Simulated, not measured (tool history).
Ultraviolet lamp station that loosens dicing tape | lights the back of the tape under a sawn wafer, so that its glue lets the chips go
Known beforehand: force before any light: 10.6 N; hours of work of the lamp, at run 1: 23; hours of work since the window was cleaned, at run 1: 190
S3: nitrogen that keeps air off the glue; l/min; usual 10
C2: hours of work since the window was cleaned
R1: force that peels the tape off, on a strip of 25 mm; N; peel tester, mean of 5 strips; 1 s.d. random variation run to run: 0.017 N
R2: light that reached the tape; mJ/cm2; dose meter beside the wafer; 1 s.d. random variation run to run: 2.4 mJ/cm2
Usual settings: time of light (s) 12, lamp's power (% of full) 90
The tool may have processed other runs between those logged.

{"run": 1, "hour": 0.0, "time of light (s)": 12, "lamp's power (% of full)": 90, "S3": 10, "hours of work of the lamp": 23, "C2": 190, "R1": 1.021, "R2": 241}
{"run": 2, "hour": 13.2, "time of light (s)": 12, "lamp's power (% of full)": 90, "S3": 10, "hours of work of the lamp": 33, "C2": 200, "R1": 1.033, "R2": 245}
{"run": 3, "hour": 25.5, "time of light (s)": 12, "lamp's power (% of full)": 90, "S3": 10, "hours of work of the lamp": 42, "C2": 209, "R1": 1.07, "R2": 240}
{"run": 4, "hour": 37.2, "time of light (s)": 12, "lamp's power (% of full)": 90, "S3": 10, "hours of work of the lamp": 51, "C2": 218, "R1": 1.065, "R2": 239}
{"run": 5, "hour": 46.8, "time of light (s)": 12, "lamp's power (% of full)": 90, "S3": 10, "hours of work of the lamp": 58, "C2": 226, "R1": 1.099, "R2": 235}
{"run": 6, "hour": 60.2, "time of light (s)": 12, "lamp's power (% of full)": 90, "S3": 10, "hours of work of the lamp": 69, "C2": 236, "R1": 1.078, "R2": 237}
{"run": 7, "hour": 72.6, "time of light (s)": 12, "lamp's power (% of full)": 90, "S3": 10, "hours of work of the lamp": 78, "C2": 245, "R1": 1.088, "R2": 231}
{"run": 8, "hour": 81.4, "time of light (s)": 12, "lamp's power (% of full)": 90, "S3": 10, "hours of work of the lamp": 85, "C2": 252, "R1": 1.113, "R2": 233}
{"run": 9, "hour": 89.8, "time of light (s)": 12, "lamp's power (% of full)": 90, "S3": 10, "hours of work of the lamp": 91, "C2": 258, "R1": 1.165, "R2": 232}
{"run": 10, "hour": 102.7, "time of light (s)": 12, "lamp's power (% of full)": 90, "S3": 10, "hours of work of the lamp": 101, "C2": 268, "R1": 1.149, "R2": 230}
{"run": 11, "hour": 111.8, "time of light (s)": 12, "lamp's power (% of full)": 90, "S3": 6, "hours of work of the lamp": 108, "C2": 275, "R1": 1.578, "R2": 226}
{"run": 12, "hour": 123.9, "time of light (s)": 12, "lamp's power (% of full)": 90, "S3": 6, "hours of work of the lamp": 118, "C2": 285, "R1": 1.579, "R2": 235}
{"run": 13, "hour": 137.2, "time of light (s)": 12, "lamp's power (% of full)": 90, "S3": 6, "hours of work of the lamp": 128, "C2": 295, "R1": 1.639, "R2": 223}
{"run": 14, "hour": 143.1, "time of light (s)": 12, "lamp's power (% of full)": 90, "S3": 14, "hours of work of the lamp": 132, "C2": 299, "R1": 0.994, "R2": 226}
{"run": 15, "hour": 151.8, "time of light (s)": 19, "lamp's power (% of full)": 95, "S3": 4, "hours of work of the lamp": 139, "C2": 306, "R1": 0.761, "R2": 376}
{"run": 16, "hour": 164.9, "time of light (s)": 19, "lamp's power (% of full)": 95, "S3": 4, "hours of work of the lamp": 149, "C2": 316, "R1": 0.759, "R2": 377}

Predict each of these 4 candidate next runs independently; none follows another, all start after run 16:
{"run": "A", "hour": 171.9, "time of light (s)": 19, "lamp's power (% of full)": 62, "S3": 14, "hours of work of the lamp": 154, "C2": 321, "R1": "?", "R2": "?"}
{"run": "B", "hour": 171.9, "time of light (s)": 8, "lamp's power (% of full)": 90, "S3": 3, "hours of work of the lamp": 154, "C2": 321, "R1": "?", "R2": "?"}
{"run": "C", "hour": 171.9, "time of light (s)": 12, "lamp's power (% of full)": 75, "S3": 10, "hours of work of the lamp": 154, "C2": 321, "R1": "?", "R2": "?"}
{"run": "D", "hour": 171.9, "time of light (s)": 19, "lamp's power (% of full)": 89, "S3": 4, "hours of work of the lamp": 154, "C2": 321, "R1": "?", "R2": "?"}

run=A R1=0.833 R2=243
run=B R1=3.856 R2=148
run=C R1=1.707 R2=187
run=D R1=0.901 R2=349
With no hidden state in the tool, these same runs would have given:
run=A R1=0.563 R2=291
run=B R1=3.167 R2=177
run=C R1=1.227 R2=224
run=D R1=0.613 R2=418
